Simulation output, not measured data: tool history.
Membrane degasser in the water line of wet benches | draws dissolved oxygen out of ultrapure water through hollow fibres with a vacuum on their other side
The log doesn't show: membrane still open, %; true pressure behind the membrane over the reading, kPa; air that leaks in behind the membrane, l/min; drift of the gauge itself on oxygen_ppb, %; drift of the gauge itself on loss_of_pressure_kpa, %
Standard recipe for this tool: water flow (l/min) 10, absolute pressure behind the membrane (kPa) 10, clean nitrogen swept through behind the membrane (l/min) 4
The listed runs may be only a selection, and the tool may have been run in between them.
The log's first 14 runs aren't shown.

run    hour  water flow (l/min)  absolute pressure behind the membrane (kPa)  clean nitrogen swept through behind the membrane (l/min)  hours since the membrane was changed  hours since the vacuum gauge was calibrated  hours since the vacuum lines were made tight  dissolved oxygen in the water behind the degasser (ppb)  pressure that the water loses in the fibres (kPa)
 15  1577.5                  10                                           10                                                      2.27                                  7952                                         1386                                          2301                                                     83.9                                              39.01
 16  1739.6                  10                                           10                                                         4                                  8114                                         1548                                          2463                                                     53.6                                              38.97
 17  1886.2                  10                                           10                                                         4                                  8260                                         1695                                          2609                                                     53.7                                              38.55
 18  1993.7                  10                                           10                                                      8.96                                  8368                                         1802                                          2717                                                     29.4                                              39.05
 19  2128.9                   7                                           10                                                         4                                  8503                                         1937                                          2852                                                     32.8                                              27.21
 20    2259                   7                                         12.9                                                      8.15                                  8633                                         2067                                          2982                                                     24.4                                              27.43
 21  2367.1                  11                                          8.9                                                      4.06                                  8741                                         2176                                          3090                                                     55.2                                              43.24
 22  2548.6                  11                                          8.9                                                      4.06                                  8923                                         2357                                          3272                                                     54.4                                              42.89
 23  2706.3                  11                                          8.9                                                      4.06                                  9080                                         2515                                          3430                                                     54.5                                              43.32
 24  2785.5                   8                                          7.6                                                     10.26                                  9160                                         2594                                          3509                                                     12.9                                              31.61
 25  2906.9                  13                                           10                                                      3.85                                  9281                                         2715                                          3630                                                     89.4                                              50.67
 26  3019.5                   6                                           18                                                      6.73                                  9394                                         2828                                          3743                                                     36.3                                              23.81
 27    3138                  10                                           10                                                      9.65                                  9512                                         2946                                          3861                                                     28.6                                              39.22
 28  3265.9                   7                                           10                                                      9.65                                  9640                                         3074                                          3989                                                     15.1                                              27.48
 29    3369                  10                                         12.3                                                      7.14                                  9743                                         3177                                          4092                                                     43.6                                              39.56
 30  3532.1                   8                                          7.2                                                      3.92                                  9906                                         3341                                          4255                                                     25.6                                              31.61
 31  3657.9                   8                                          7.2                                                      3.92                                 10032                                         3466                                          4381                                                     25.8                                               31.9
 32  3806.1                   7                                         21.6                                                      3.92                                 10180                                         3615                                          4529                                                     90.8                                              27.72
 33    3881                   7                                           10                                                         4                                 10255                                         3689                                          4604                                                     34.9                                              27.73

Forecast each of these 3 alternatives for the next run:
  A  4026.6                   7                                           10                                                      9.97                                 10401                                         3835                                          4750                                                        ?                                                  ?
  B  4026.6                  10                                           10                                                         4                                 10401                                         3835                                          4750                                                        ?                                                  ?
  C  4026.6                   7                                         19.6                                                      1.95                                 10401                                         3835                                          4750                                                        ?                                                  ?

run  dissolved oxygen in the water behind the degasser (ppb)  pressure that the water loses in the fibres (kPa)
  A                                                     14.6                                              27.55
  B                                                     54.9                                              39.68
  C                                                    153.1                                              27.57
What these runs would have given with no unlogged condition in the tool:
run  dissolved oxygen in the water behind the degasser (ppb)  pressure that the water loses in the fibres (kPa)
  A                                                     12.4                                              25.07
  B                                                     47.1                                              36.16
  C                                                    142.1                                              25.11
